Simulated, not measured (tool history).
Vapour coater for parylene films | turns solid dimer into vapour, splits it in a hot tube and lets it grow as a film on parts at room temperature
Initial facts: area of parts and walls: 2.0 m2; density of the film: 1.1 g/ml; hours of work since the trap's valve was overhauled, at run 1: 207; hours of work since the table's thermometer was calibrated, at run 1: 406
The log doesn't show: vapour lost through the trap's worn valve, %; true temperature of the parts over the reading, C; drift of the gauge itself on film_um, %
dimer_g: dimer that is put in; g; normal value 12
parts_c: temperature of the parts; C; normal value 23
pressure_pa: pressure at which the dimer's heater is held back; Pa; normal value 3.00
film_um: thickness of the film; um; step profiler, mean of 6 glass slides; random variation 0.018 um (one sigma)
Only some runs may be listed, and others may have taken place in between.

run    hour  dimer_g  parts_c  pressure_pa  hours of work since the trap's valve was overhauled  hours of work since the table's thermometer was calibrated  film_um
  1     0.0       12       23         3.00                                                  207                                                         406     2.96
  2    27.7       12       23         3.00                                                  231                                                         430     2.93
  3    43.5        7       23         3.00                                                  244                                                         444     1.72
  4    58.7       22       23         3.00                                                  257                                                         457     5.34
  5    77.8       22       23         3.00                                                  274                                                         473     5.29
  6   101.1       22       23         3.00                                                  294                                                         493     5.29
  7   115.8       12       23         3.00                                                  306                                                         506     2.86
  8   141.3       12       23         3.00                                                  328                                                         527     2.82
      163.8  -- trap's valve overhauled
  9   168.9       12       23         3.00                                                    4                                                         548     3.09
 10   185.7       12       23         3.00                                                   19                                                         562     3.10
 11   212.1       12       23         3.00                                                   41                                                         585     3.06
 12   247.4       18       23         3.00                                                   72                                                         615     4.57
 13   283.4       12       23         3.00                                                  102                                                         646     2.98
 14   301.2       12       23         3.00                                                  118                                                         661     2.96
 15   327.6       12       23         3.00                                                  140                                                         684     2.96
 16   347.7       12       23         3.00                                                  158                                                         701     2.94
 17   363.7       12       23         3.00                                                  171                                                         715     2.95
 18   399.9       16       23         3.00                                                  202                                                         746     3.84
 19   429.8       12       33         3.00                                                  228                                                         771     1.83
 20   444.6       12       33         3.00                                                  240                                                         784     1.82
 21   463.6       12       33         3.00                                                  257                                                         800     1.79
 22   497.6        8       23         3.00                                                  286                                                         829     1.87
 23   516.6        8       23         3.00                                                  302                                                         845     1.87
 24   551.0       12       23         3.45                                                  332                                                         875     2.70
      569.1  -- trap's valve overhauled
      578.0  -- table's thermometer calibrated
 25   587.5        9       18        10.71                                                   15                                                           8     2.39
 26   605.6        9       18        10.71                                                   30                                                          24     2.38
 27   642.0        9       20         3.94                                                   62                                                          55     2.53
 28   676.9        9       23         4.05                                                   91                                                          85     2.16
 29   708.5        6       33         8.25                                                  119                                                         112     0.78
 30   742.8        5       22         3.00                                                  148                                                         141     1.31
 31   761.5       10       20         7.48                                                  164                                                         157     2.45
 32   788.9       15       25         2.38                                                  187                                                         181     3.47
 33   824.1       15       25         2.38                                                  218                                                         211     3.46
 34   856.9       19       29         3.00                                                  246                                                         239     3.48
 35   884.6       19       29         3.00                                                  269                                                         263     3.44
 36   915.3       12       31         3.00                                                  296                                                         289     1.95
 37   936.5       18       19         3.00                                                  314                                                         307     5.11
 38   955.8       18       19         3.00                                                  330                                                         324     5.04
      975.9  -- trap's valve overhauled
 39   986.9       18       19         3.00                                                    9                                                         347     5.60
 40  1005.1       11       19         3.00                                                   25                                                         362     3.40
 41  1031.6        5       23         3.31                                                   48                                                         385     1.26
 42  1065.8       17       23         3.00                                                   77                                                         414     4.27
 43  1083.1       17       23         3.00                                                   92                                                         429     4.25
 44  1103.1       17       23         3.00                                                  109                                                         446     4.23
 45  1128.5       19       23         2.90                                                  131                                                         468     4.70
 46  1146.2       19       25         2.90                                                  146                                                         483     4.31
 47  1164.6       11       30         6.73                                                  162                                                         499     1.71
 48  1196.0        8       29         7.47                                                  188                                                         526     1.27

Below, some changes in film_um between adjacent runs. For each, the amount present without the hidden state too (settings, incoming material, random variation) and the amount remaining for the hidden state with gauge scatter not shared by both compared results:
Run 3 -> 4: dimer_g 7 -> 22. film_um +3.62 um: hidden state -0.33, all else +3.95.
Run 24 -> 25: dimer_g 12 -> 9, parts_c 23 -> 18, pressure_pa 3.45 -> 10.71, trap's valve overhauled, table's thermometer calibrated. film_um -0.31 um: hidden state +0.34, all else -0.65.
Run 36 -> 37: dimer_g 12 -> 18, parts_c 31 -> 19. film_um +3.16 um: hidden state -0.40, all else +3.56.
Run 38 -> 39: trap's valve overhauled. film_um +0.56 um: hidden state +0.53, all else +0.03.
Run 41 -> 42: dimer_g 5 -> 17, pressure_pa 3.31 -> 3.00. film_um +3.01 um: hidden state -0.14, all else +3.15.
